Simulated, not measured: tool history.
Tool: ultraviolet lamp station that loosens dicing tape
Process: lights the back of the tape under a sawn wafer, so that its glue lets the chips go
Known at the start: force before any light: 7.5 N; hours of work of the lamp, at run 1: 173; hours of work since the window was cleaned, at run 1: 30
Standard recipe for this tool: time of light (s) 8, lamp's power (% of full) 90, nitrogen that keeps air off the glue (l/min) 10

| run | hour | time of light (s) | lamp's power (% of full) | nitrogen that keeps air off the glue (l/min) | hours of work of the lamp | hours of work since the window was cleaned | force that peels the tape off (N) | light that reached the tape (mJ/cm²) |
|---|---|---|---|---|---|---|---|---|
| 1 | 0.0 | 8 | 90 | 10 | 173 | 30 | 0.363 | 286 |
| 2 | 31.2 | 8 | 90 | 10 | 188 | 45 | 0.368 | 280 |
| 3 | 65.0 | 16 | 90 | 10 | 205 | 62 | 0.072 | 560 |
| 4 | 105.3 | 16 | 90 | 10 | 224 | 81 | 0.086 | 542 |
| 5 | 151.1 | 8 | 90 | 10 | 246 | 104 | 0.407 | 272 |
| 6 | 186.9 | 8 | 90 | 10 | 264 | 121 | 0.414 | 265 |
| 7 | 226.3 | 8 | 90 | 11 | 283 | 140 | 0.421 | 259 |
| 8 | 269.6 | 8 | 90 | 11 | 304 | 161 | 0.429 | 258 |
| 9 | 313.2 | 8 | 90 | 11 | 325 | 183 | 0.438 | 254 |
|  | 316.4 | window cleaned of glue's vapour |
| 10 | 370.3 | 8 | 90 | 11 | 353 | 26 | 0.517 | 236 |
| 11 | 421.4 | 7 | 90 | 10 | 378 | 51 | 0.795 | 205 |
| 12 | 455.0 | 7 | 90 | 10 | 394 | 67 | 0.839 | 203 |
| 13 | 507.0 | 8 | 68 | 9 | 419 | 93 | 1.230 | 168 |
| 14 | 561.9 | 11 | 86 | 4 | 446 | 119 | 0.891 | 292 |
| 15 | 599.2 | 5 | 90 | 10 | 464 | 138 | 1.704 | 132 |
|  | 620.7 | window cleaned of glue's vapour, once more |
| 16 | 623.8 | 5 | 90 | 10 | 476 | 2 | 1.171 | 165 |
| 17 | 679.4 | 5 | 90 | 10 | 503 | 29 | 1.235 | 160 |
| 18 | 709.9 | 8 | 87 | 4 | 518 | 43 | 1.152 | 252 |
| 19 | 752.0 | 8 | 87 | 4 | 538 | 64 | 1.181 | 251 |
| 20 | 803.3 | 9 | 65 | 17 | 563 | 89 | 0.522 | 202 |
| 21 | 831.4 | 8 | 74 | 5 | 577 | 103 | 1.411 | 200 |

Results for each run, recomputed without the tool's hidden state and with each run's random variation untouched:
The tool's hidden condition here consists of: lamp's light, % of a new lamp's; light that the window lets through, % of a clean one's; drift of the gauge itself on peel_n, %; drift of the gauge itself on dose_mj_cm2, %.
| run | force that peels the tape off (N) | light that reached the tape (mJ/cm²) |
|---|---|---|
| 1 | 0.312 | 302 |
| 2 | 0.308 | 300 |
| 3 | 0.066 | 607 |
| 4 | 0.079 | 597 |
| 5 | 0.303 | 304 |
| 6 | 0.296 | 300 |
| 7 | 0.289 | 298 |
| 8 | 0.284 | 302 |
| 9 | 0.277 | 302 |
| 10 | 0.279 | 300 |
| 11 | 0.438 | 264 |
| 12 | 0.445 | 266 |
| 13 | 0.687 | 226 |
| 14 | 0.429 | 399 |
| 15 | 0.972 | 185 |
| 16 | 0.938 | 185 |
| 17 | 0.956 | 184 |
| 18 | 0.865 | 292 |
| 19 | 0.863 | 295 |
| 20 | 0.328 | 243 |
| 21 | 0.998 | 244 |
